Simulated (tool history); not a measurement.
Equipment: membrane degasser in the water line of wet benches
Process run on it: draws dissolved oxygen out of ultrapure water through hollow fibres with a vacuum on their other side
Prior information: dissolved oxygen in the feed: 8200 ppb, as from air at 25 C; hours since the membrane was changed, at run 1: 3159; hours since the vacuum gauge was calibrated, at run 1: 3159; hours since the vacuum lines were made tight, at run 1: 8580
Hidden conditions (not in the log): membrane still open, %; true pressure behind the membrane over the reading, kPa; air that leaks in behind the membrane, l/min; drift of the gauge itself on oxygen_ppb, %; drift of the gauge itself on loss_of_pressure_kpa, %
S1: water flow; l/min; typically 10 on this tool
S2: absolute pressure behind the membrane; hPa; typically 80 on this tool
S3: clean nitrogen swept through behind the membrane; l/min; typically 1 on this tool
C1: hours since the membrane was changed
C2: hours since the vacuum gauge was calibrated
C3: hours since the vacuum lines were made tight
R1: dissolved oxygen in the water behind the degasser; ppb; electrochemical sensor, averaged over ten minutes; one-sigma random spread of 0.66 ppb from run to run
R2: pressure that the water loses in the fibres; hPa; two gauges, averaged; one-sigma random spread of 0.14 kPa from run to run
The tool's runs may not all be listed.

run	hour	S1	S2	S3	C1	C2	C3	R1	R2
1	0	10	80	1	3159	3159	8580	130.3	520.9
2	208.8	10	80	1	3367	3367	8789	130.7	524.9
3	382.9	10	80	1	3542	3542	8963	130.9	522.1
4	567.9	10	80	1	3727	3727	9148	130.3	526.5
5	708.5	10	80	1	3867	3867	9289	131.3	524.2
6	819.8	10	80	1	3978	3978	9400	132.8	524.6
7	980.4	10	80	1	4139	4139	9561	131.2	524.3
8	1153.5	10	80	1	4312	4312	9734	133.7	524.9
9	1304.6	7	80	1	4463	4463	9885	92.8	367.9
10	1494	7	80	1	4653	4653	10074	93.9	369.7
11	1583.3	10	80	2.18	4742	4742	10164	70.2	525.4
12	1721.9	10	80	1	4881	4881	10302	131.4	526.8
13	1900.7	10	49.6	1	5059	5059	10481	57.6	525.8
14	2080.2	10	49.6	1	5239	5239	10660	58	527.5
15	2208.4	10	49.6	1	5367	5367	10789	57.7	527.8
16	2361.2	10	80	2.06	5520	5520	10941	73.7	526.8
17	2552.3	8	119.1	1.55	5711	5711	11133	126.4	423
# hour 2646.4: vacuum gauge calibrated
18	2690.2	8	48.7	1.55	5848	44	11270	28	422.3
19	2819	8	48.7	1.55	5977	173	11399	27.6	423.7
20	2958.2	8	48.7	1.55	6116	312	11538	28.1	421.1
21	3113.6	7	135.6	0.71	6272	467	11693	266.4	369.6
22	3277.3	7	135.6	0.71	6435	631	11857	265	370.2
23	3413.6	15	80	1	6572	767	11993	211.2	795.3
24	3530.1	11	62.9	2.78	6688	884	12110	48.9	583.6
25	3680.2	9	83.9	1.58	6838	1034	12260	86.2	475.5
# hour 3857.3: seals of the vacuum lines changed
26	3876.7	12	59.2	0.83	7033	1228	19	111.4	635.6
27	3972.4	12	116.7	0.6	7129	1324	115	387.2	636.6
28	4162.6	12	116.7	0.6	7319	1514	305	384.2	636.5
29	4255.5	8	73.8	2.16	7412	1607	398	43.3	423
30	4398.1	8	73.8	0.8	7554	1750	541	104.1	422.7
31	4490.8	9	80	0.78	7647	1842	633	135.6	479.9
32	4699.3	10	49.9	1.81	7855	2051	842	36.1	531.6

What if the next run were any one of these 3? Each begins from the tool's condition after run 32:
A	4804.9	8	49.9	1.94	7961	2157	948	?	?
B	4804.9	7	50.2	0.43	7961	2157	948	?	?
C	4804.9	11	93.6	2.54	7961	2157	948	?	?

run	R1	R2
A	23.5	424.1
B	70.6	372.2
C	82	583.3
With no hidden state in the tool, these same runs would have given:
run	R1	R2
A	22.3	414.2
B	69	363.4
C	78.9	569.7
